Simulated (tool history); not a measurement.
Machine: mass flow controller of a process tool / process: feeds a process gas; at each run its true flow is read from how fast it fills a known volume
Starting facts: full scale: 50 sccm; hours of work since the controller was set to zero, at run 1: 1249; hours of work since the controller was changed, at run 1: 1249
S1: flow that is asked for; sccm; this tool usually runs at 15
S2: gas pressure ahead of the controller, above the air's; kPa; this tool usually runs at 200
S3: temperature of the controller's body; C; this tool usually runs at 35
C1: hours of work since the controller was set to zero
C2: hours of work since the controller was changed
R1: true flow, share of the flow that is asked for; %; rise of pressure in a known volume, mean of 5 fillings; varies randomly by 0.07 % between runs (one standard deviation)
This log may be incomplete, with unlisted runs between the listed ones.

{"run": 1, "hour": 0.0, "S1": 15, "S2": 200, "S3": 35, "C1": 1249, "C2": 1249, "R1": 97.95}
{"run": 2, "hour": 283.1, "S1": 11, "S2": 200, "S3": 35, "C1": 1343, "C2": 1343, "R1": 97.03}
{"run": 3, "hour": 596.6, "S1": 15, "S2": 200, "S3": 35, "C1": 1447, "C2": 1447, "R1": 97.68}
{"run": 4, "hour": 860.2, "S1": 15, "S2": 200, "S3": 25, "C1": 1535, "C2": 1535, "R1": 97.19}
{"run": 5, "hour": 1065.7, "S1": 15, "S2": 200, "S3": 35, "C1": 1603, "C2": 1603, "R1": 97.55}
{"run": 6, "hour": 1279.6, "S1": 15, "S2": 200, "S3": 35, "C1": 1674, "C2": 1674, "R1": 97.57}
{"run": 7, "hour": 1486.0, "S1": 15, "S2": 200, "S3": 35, "C1": 1743, "C2": 1743, "R1": 97.35}
{"run": 8, "hour": 1752.8, "S1": 43, "S2": 200, "S3": 35, "C1": 1831, "C2": 1831, "R1": 99.62}
{"run": 9, "hour": 2042.8, "S1": 43, "S2": 200, "S3": 35, "C1": 1928, "C2": 1928, "R1": 99.61}
{"run": 10, "hour": 2356.1, "S1": 11, "S2": 226, "S3": 35, "C1": 2032, "C2": 2032, "R1": 96.32}
{"run": 11, "hour": 2627.8, "S1": 22, "S2": 149, "S3": 29, "C1": 2122, "C2": 2122, "R1": 97.68}
{"run": 12, "hour": 2909.1, "S1": 22, "S2": 149, "S3": 29, "C1": 2215, "C2": 2215, "R1": 97.64}
{"run": 13, "hour": 3256.5, "S1": 22, "S2": 149, "S3": 29, "C1": 2331, "C2": 2331, "R1": 97.54}

Branching from run 13: 5 alternative next runs. What would each branch give?
{"run": "A", "hour": 3425.3, "S1": 7, "S2": 147, "S3": 36, "C1": 2387, "C2": 2387, "R1": "?"}
{"run": "B", "hour": 3425.3, "S1": 15, "S2": 200, "S3": 29, "C1": 2387, "C2": 2387, "R1": "?"}
{"run": "C", "hour": 3425.3, "S1": 29, "S2": 153, "S3": 29, "C1": 2387, "C2": 2387, "R1": "?"}
{"run": "D", "hour": 3425.3, "S1": 11, "S2": 149, "S3": 29, "C1": 2387, "C2": 2387, "R1": "?"}
{"run": "E", "hour": 3425.3, "S1": 15, "S2": 200, "S3": 24, "C1": 2387, "C2": 2387, "R1": "?"}

run=A R1=93.92
run=B R1=96.66
run=C R1=98.19
run=D R1=95.48
run=E R1=96.61
Take away the tool's hidden state, keep each run's random variation, and the runs would have read:
run=A R1=98.66
run=B R1=98.75
run=C R1=99.15
run=D R1=98.41
run=E R1=98.69
